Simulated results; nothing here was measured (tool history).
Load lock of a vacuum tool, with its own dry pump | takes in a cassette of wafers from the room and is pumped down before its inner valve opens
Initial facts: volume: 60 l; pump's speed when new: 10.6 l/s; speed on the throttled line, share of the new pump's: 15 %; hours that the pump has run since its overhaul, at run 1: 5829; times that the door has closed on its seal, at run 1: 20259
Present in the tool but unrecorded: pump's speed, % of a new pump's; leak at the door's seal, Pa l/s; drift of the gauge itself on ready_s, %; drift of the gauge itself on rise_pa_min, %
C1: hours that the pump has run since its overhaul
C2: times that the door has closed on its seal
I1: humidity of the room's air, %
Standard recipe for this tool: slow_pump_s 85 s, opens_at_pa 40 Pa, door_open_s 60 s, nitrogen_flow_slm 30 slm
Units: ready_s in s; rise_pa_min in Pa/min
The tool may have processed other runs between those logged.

Run 1, hour 0.0: usual settings; C1 5829; C2 20259; I1 43.1. Result: ready_s 117.3 s, rise_pa_min 0.555 Pa/min.
Run 2, hour 211.0: usual settings; C1 6040; C2 20992; I1 44.5. Result: ready_s 117.9 s, rise_pa_min 0.569 Pa/min.
Run 3, hour 519.3: usual settings; C1 6348; C2 22064; I1 41.8. Result: ready_s 117.8 s, rise_pa_min 0.610 Pa/min.
Run 4, hour 891.5: usual settings but slow_pump_s 102 s; C1 6720; C2 23357; I1 44.1. Result: ready_s 132.1 s, rise_pa_min 0.680 Pa/min.
Run 5, hour 1208.6: usual settings but slow_pump_s 102 s; C1 7037; C2 24460; I1 43.7. Result: ready_s 132.3 s, rise_pa_min 0.710 Pa/min.
Run 6, hour 1434.4: usual settings but slow_pump_s 102 s; C1 7263; C2 25244; I1 44.4. Result: ready_s 132.4 s, rise_pa_min 0.746 Pa/min.
At hour 1789.0: door's seal changed, seat wiped.
Run 7, hour 1875.2: usual settings but slow_pump_s 102 s; C1 7702; C2 299; I1 45.5. Result: ready_s 132.5 s, rise_pa_min 0.034 Pa/min.
Run 8, hour 2086.8: usual settings but slow_pump_s 102 s; C1 7914; C2 1035; I1 45.9. Result: ready_s 133.8 s, rise_pa_min 0.030 Pa/min.
Run 9, hour 2435.2: usual settings but nitrogen_flow_slm 11 slm; C1 8262; C2 2246; I1 45.6. Result: ready_s 116.9 s, rise_pa_min 0.059 Pa/min.
Run 10, hour 2881.4: usual settings but nitrogen_flow_slm 11 slm; C1 8709; C2 3797; I1 42.7. Result: ready_s 119.2 s, rise_pa_min 0.079 Pa/min.
Run 11, hour 3272.3: usual settings but nitrogen_flow_slm 11 slm; C1 9099; C2 5155; I1 45.7. Result: ready_s 117.8 s, rise_pa_min 0.092 Pa/min.
Run 12, hour 3482.7: usual settings but nitrogen_flow_slm 11 slm; C1 9310; C2 5887; I1 45.1. Result: ready_s 119.2 s, rise_pa_min 0.108 Pa/min.
Run 13, hour 3920.8: usual settings but opens_at_pa 64 Pa, door_open_s 100 s, nitrogen_flow_slm 4 slm; C1 9748; C2 7409; I1 42.1. Result: ready_s 115.0 s, rise_pa_min 0.161 Pa/min.
Run 14, hour 4186.5: usual settings but slow_pump_s 79 s, opens_at_pa 28 Pa, door_open_s 106 s, nitrogen_flow_slm 14 slm; C1 10014; C2 8333; I1 40.7. Result: ready_s 116.0 s, rise_pa_min 0.164 Pa/min.
Run 15, hour 4469.0: usual settings but slow_pump_s 144 s, opens_at_pa 48 Pa; C1 10296; C2 9314; I1 49.7. Result: ready_s 167.0 s, rise_pa_min 0.156 Pa/min.
Run 16, hour 4741.4: usual settings but slow_pump_s 144 s, opens_at_pa 48 Pa; C1 10569; C2 10261; I1 42.9. Result: ready_s 167.9 s, rise_pa_min 0.178 Pa/min.
Run 17, hour 4992.6: usual settings but slow_pump_s 114 s, opens_at_pa 48 Pa, door_open_s 49 s; C1 10820; C2 11135; I1 49.7. Result: ready_s 141.0 s, rise_pa_min 0.195 Pa/min.
Run 18, hour 5334.8: usual settings but slow_pump_s 166 s, opens_at_pa 76 Pa, door_open_s 61 s, nitrogen_flow_slm 26 slm; C1 11162; C2 12324; I1 48.6. Result: ready_s 184.4 s, rise_pa_min 0.240 Pa/min.
Run 19, hour 5782.6: usual settings but slow_pump_s 166 s, opens_at_pa 76 Pa, door_open_s 61 s, nitrogen_flow_slm 26 slm; C1 11610; C2 13880; I1 45.5. Result: ready_s 184.3 s, rise_pa_min 0.270 Pa/min.
Run 20, hour 6013.9: usual settings but slow_pump_s 139 s, door_open_s 196 s, nitrogen_flow_slm 26 slm; C1 11841; C2 14684; I1 46.4. Result: ready_s 163.2 s, rise_pa_min 0.341 Pa/min.
Run 21, hour 6417.1: usual settings but door_open_s 110 s; C1 12244; C2 16086; I1 45.6. Result: ready_s 119.3 s, rise_pa_min 0.354 Pa/min.
Run 22, hour 6729.2: usual settings but nitrogen_flow_slm 34 slm; C1 12556; C2 17170; I1 46.4. Result: ready_s 119.1 s, rise_pa_min 0.376 Pa/min.
Run 23, hour 7007.5: usual settings but opens_at_pa 71 Pa, door_open_s 48 s, nitrogen_flow_slm 5 slm; C1 12835; C2 18138; I1 42.5. Result: ready_s 117.1 s, rise_pa_min 0.415 Pa/min.

What if the next run were any one of these 3? Each begins from the tool's condition after run 23:
Run A, hour 7326.4: usual settings but slow_pump_s 44 s, opens_at_pa 71 Pa, door_open_s 48 s, nitrogen_flow_slm 5 slm; C1 13154; C2 19246; I1 42.1. Result: ready_s ?, rise_pa_min ?.
Run B, hour 7326.4: usual settings but opens_at_pa 52 Pa, door_open_s 38 s, nitrogen_flow_slm 5 slm; C1 13154; C2 19246; I1 49.0. Result: ready_s ?, rise_pa_min ?.
Run C, hour 7326.4: usual settings but slow_pump_s 43 s, nitrogen_flow_slm 7 slm; C1 13154; C2 19246; I1 45.8. Result: ready_s ?, rise_pa_min ?.

run  ready_s  rise_pa_min
  A     81.5        0.447
  B    118.2        0.451
  C     83.6        0.452
Stripped of hidden state, with their random variation kept, the same runs would have yielded:
run  ready_s  rise_pa_min
  A     78.5        0.031
  B    115.5        0.033
  C     80.3        0.046
